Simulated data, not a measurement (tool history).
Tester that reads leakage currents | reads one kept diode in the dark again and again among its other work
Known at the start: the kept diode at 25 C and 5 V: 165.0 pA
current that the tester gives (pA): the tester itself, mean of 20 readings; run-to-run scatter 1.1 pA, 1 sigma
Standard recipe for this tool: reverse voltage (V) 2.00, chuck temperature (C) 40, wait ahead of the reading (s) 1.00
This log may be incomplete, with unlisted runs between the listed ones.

run,day,reverse voltage (V),chuck temperature (C),wait ahead of the reading (s),current that the tester gives (pA)
1,0.000,2.00,40,1.00,368.68
2,3.246,2.00,40,1.00,371.99
3,5.358,2.00,40,1.00,371.23
4,7.871,2.00,40,0.70,372.24
5,10.054,1.22,40,1.00,318.92
6,13.092,1.22,40,1.00,322.15
7,15.104,2.00,33,1.00,230.79
8,16.850,2.00,33,1.00,229.74
9,19.208,2.00,40,1.00,377.28
10,22.000,2.00,40,1.00,377.53
11,24.254,2.00,40,1.00,379.46
12,27.079,2.00,40,1.00,377.17
13,29.183,2.00,40,1.00,380.48
14,30.812,2.00,40,1.00,379.76
15,33.033,2.00,40,1.00,383.70
16,36.242,2.00,40,8.37,381.14
17,38.383,2.00,40,8.37,385.90
18,39.825,11.33,57,3.47,1976.97
19,41.704,2.41,40,2.37,408.53
20,43.550,2.41,40,2.37,411.88
21,46.112,17.83,59,1.64,2578.06
22,48.133,17.83,59,1.64,2576.64
23,50.179,17.83,59,1.64,2582.54
24,53.133,3.37,46,0.46,681.67
# day 53.642: chuck's temperature calibrated
25,54.688,3.37,46,0.46,648.47
26,56.175,2.66,40,1.00,403.51
27,58.867,1.49,29,1.30,154.98
# day 59.608: probe card cleaned and baked
28,60.446,1.49,59,1.14,1144.33
29,62.129,1.49,59,1.14,1149.81
30,64.071,2.00,26,1.00,135.32
31,66.946,2.00,32,1.00,212.18
32,68.646,2.00,32,1.00,213.20
33,72.088,2.90,29,4.30,190.97

Below, some changes in current that the tester gives (pA) between adjacent runs. For each, the amount present without the hidden state too (settings, incoming material, random variation) and the amount remaining for the hidden state with gauge scatter not shared by both compared results:
Hidden state at play: stray current of the dirty probe card, pA a volt; current scale over the true one, %; true chuck temperature over the reading, C; drift of the gauge itself on leakage_pa, %.
Run 17 -> 18: reverse voltage (V) 2.00 -> 11.33, chuck temperature (C) 40 -> 57, wait ahead of the reading (s) 8.37 -> 3.47. current that the tester gives (pA) +1591.07: hidden state +60.12, all else +1530.95.
Run 20 -> 21: reverse voltage (V) 2.41 -> 17.83, chuck temperature (C) 40 -> 59, wait ahead of the reading (s) 2.37 -> 1.64. current that the tester gives (pA) +2166.18: hidden state +96.56, all else +2069.62.
Run 23 -> 24: reverse voltage (V) 17.83 -> 3.37, chuck temperature (C) 59 -> 46, wait ahead of the reading (s) 1.64 -> 0.46. current that the tester gives (pA) -1900.87: hidden state -89.44, all else -1811.43.

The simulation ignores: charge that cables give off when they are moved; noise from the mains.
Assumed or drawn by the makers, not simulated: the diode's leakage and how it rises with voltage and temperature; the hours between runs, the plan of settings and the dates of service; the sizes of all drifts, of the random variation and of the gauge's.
